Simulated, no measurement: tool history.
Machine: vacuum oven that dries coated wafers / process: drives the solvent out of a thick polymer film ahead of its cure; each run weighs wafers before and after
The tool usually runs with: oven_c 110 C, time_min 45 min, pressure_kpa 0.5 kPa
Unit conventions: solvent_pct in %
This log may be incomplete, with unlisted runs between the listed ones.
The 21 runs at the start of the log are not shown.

run	day	oven_c	time_min	pressure_kpa	hours of work since the thermocouples were calibrated	hours of work since the vacuum gauge was cleaned of residue	solvent_pct
# day 7.021: oven's thermocouples calibrated
22	7.262	112	31	1.373	4	399	2.54
23	7.575	111	45	0.5	8	404	1.39
24	7.988	124	81	0.5	15	410	0.14
25	8.308	124	81	0.5	20	415	0.15
26	8.654	106	33	0.531	25	420	3.72
27	9.117	106	33	0.531	32	427	3.68
28	9.329	125	32	0.5	35	430	0.36
# day 9.779: oven's thermocouples calibrated, once more
29	9.862	125	32	0.5	1	437	0.37
30	10.075	116	45	0.67	4	440	0.74
31	10.408	116	45	0.67	10	445	0.74
32	10.888	111	25	0.65	17	453	3.52
33	11.288	97	41	0.65	23	459	5.61
34	11.588	108	76	0.274	28	463	0.67

Each row is a separate what-if for the run after 34, all from the same tool condition, not one after another. Results?
A	11.921	110	73	0.41	33	469	?
B	11.921	123	76	0.274	33	469	?
C	11.921	105	32	0.258	33	469	?

run	solvent_pct
A	0.55
B	0.1
C	4.13
What these runs would have given with no unlogged condition in the tool:
run	solvent_pct
A	0.41
B	0.05
C	3.83
